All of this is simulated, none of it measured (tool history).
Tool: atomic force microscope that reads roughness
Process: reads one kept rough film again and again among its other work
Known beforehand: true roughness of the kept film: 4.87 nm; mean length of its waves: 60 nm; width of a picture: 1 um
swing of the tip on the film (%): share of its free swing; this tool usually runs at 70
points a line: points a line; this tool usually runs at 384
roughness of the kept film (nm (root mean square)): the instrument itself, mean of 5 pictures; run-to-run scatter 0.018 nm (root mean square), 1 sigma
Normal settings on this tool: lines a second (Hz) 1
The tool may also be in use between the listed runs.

run   hour  lines a second (Hz)  swing of the tip on the film (%)  points a line  roughness of the kept film (nm (root mean square))
  1      0                    1                                70            384                                               4.203
  2   29.1                    1                                70            384                                               4.128
  3   47.1                    1                                70            384                                               4.117
  4   64.9                    1                                70            384                                               4.066
  5   98.8                    1                                70            384                                               4.026
  6  132.3                    1                                70            384                                               3.963
  7  150.2                    1                                70            384                                               4.398
  8  181.6                    1                                70            384                                               4.361
  9  214.4                 0.69                                70            384                                               4.324
 10  243.5                    1                                68            384                                               4.271
 11  274.1                    1                                70            384                                               4.178
 12  298.3                    1                                70            384                                               4.128
 13  315.3                    1                                70            384                                               4.094
 14  333.4                    1                                70            384                                               4.079
 15  354.3                    1                                70            384                                               4.012
 16  377.2                 0.78                                70            384                                               4.018
 17  400.3                    1                                70            384                                               3.972
 18  433.7                  2.5                                59            665                                               4.313
 19  455.6                 1.15                                73            734                                               4.267
 20    478                 0.97                                83            384                                               4.119
 21  506.9                 1.92                                71            568                                               4.043
 22    530                    1                                76            344                                                 4.1
 23  556.8                 3.51                                76            873                                                3.41
 24  591.2                 3.51                                76            873                                               3.362
 25  618.5                  2.1                                70            384                                               3.791
 26  648.5                    1                                63            612                                               4.019
 27  671.6                    1                                68            436                                               4.417
 28  701.2                 2.66                                56            439                                               4.322
 29  726.5                 2.45                                77            850                                               3.748
 30  759.3                 3.68                                67            267                                               3.789
 31  792.2                 1.33                                84            285                                               3.793
 32  806.7                 1.21                                70            384                                               4.096
 33  829.1                 1.21                                70            384                                               4.005

Withheld: 5 entries from between the runs. Position of each, and hidden state at the listed run before versus the listed run after:
Between runs 6 and 7: new tip fitted (hour 149.5)
  radius of the tip, nm: 31.4 -> 7.8; height scale over the true one, %: 0.42 -> 0.43
  what was measured, less what the result would be without the hidden state, roughness of the kept film (nm (root mean square)): -0.478 -> +0.002
Between runs 17 and 18: new tip fitted (hour 402.8)
  radius of the tip, nm: 32.7 -> 10.1; height scale over the true one, %: 0.58 -> 0.59
  what was measured, less what the result would be without the hidden state, roughness of the kept film (nm (root mean square)): -0.5 -> -0.043
Between runs 19 and 20: height scale calibrated on a step standard (hour 459.1)
  radius of the tip, nm: 12.3 -> 14.4; height scale over the true one, %: 0.61 -> 0.88
  what was measured, less what the result would be without the hidden state, roughness of the kept film (nm (root mean square)): -0.09 -> -0.12
Between runs 22 and 23: height scale calibrated on a step standard, once more (hour 552)
  radius of the tip, nm: 19.4 -> 22.1; height scale over the true one, %: 0.91 -> -0.02
  what was measured, less what the result would be without the hidden state, roughness of the kept film (nm (root mean square)): -0.221 -> -0.265
Between runs 26 and 27: new tip fitted (hour 657.9)
  radius of the tip, nm: 31.1 -> 8.9; height scale over the true one, %: 0.04 -> 0.05
  what was measured, less what the result would be without the hidden state, roughness of the kept film (nm (root mean square)): -0.496 -> -0.042

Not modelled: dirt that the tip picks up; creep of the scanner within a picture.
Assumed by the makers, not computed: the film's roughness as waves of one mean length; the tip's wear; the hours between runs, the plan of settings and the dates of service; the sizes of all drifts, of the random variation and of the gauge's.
